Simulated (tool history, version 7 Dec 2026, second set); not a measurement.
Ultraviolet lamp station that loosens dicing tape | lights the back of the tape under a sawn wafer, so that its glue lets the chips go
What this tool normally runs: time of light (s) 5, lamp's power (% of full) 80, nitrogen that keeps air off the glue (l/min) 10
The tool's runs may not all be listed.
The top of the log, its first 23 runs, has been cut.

run,hour,time of light (s),lamp's power (% of full),nitrogen that keeps air off the glue (l/min),hours of work of the lamp,hours of work since the window was cleaned,force that peels the tape off (N),light that reached the tape (mJ/cm2)
24,347,5,80,10,224,144,1.077,319
25,360.6,3,80,7,232,152,2.483,187
26,377.9,3,80,7,243,163,2.441,189
27,386.8,5,94,13,248,168,0.662,370
28,401.1,5,94,13,257,177,0.679,367
29,420,5,71,10,268,188,1.335,276
30,441.3,5,89,10,281,201,0.911,341
31,458.8,7,77,9,292,212,0.722,410
32,476.9,7,77,9,303,223,0.718,407
33,487.1,5,77,9,309,229,1.293,290
34,502.4,3,83,17,318,238,1.7,190
35,521,4,61,4,329,249,3.169,185
36,536.3,2,73,4,339,259,4.288,113
37,549.7,2,73,4,347,267,4.433,109

Consider 3 possible next runs. They are alternatives, not a sequence: every one starts from the tool as it was left by run 37. What does each give?
# hour 551.7: window cleaned of glue's vapour
A,559.4,4,80,10,352,5,?,?
# hour 551.7: window cleaned of glue's vapour
B,559.4,5,80,11,352,5,?,?
# hour 551.7: window cleaned of glue's vapour
C,559.4,5,80,7,352,5,?,?

run,force that peels the tape off (N),light that reached the tape (mJ/cm2)
A,1.462,258
B,0.963,321
C,1.26,315
Without the tool's unlogged condition, the same runs would have read:
run,force that peels the tape off (N),light that reached the tape (mJ/cm2)
A,1.27,283
B,0.817,352
C,1.084,347
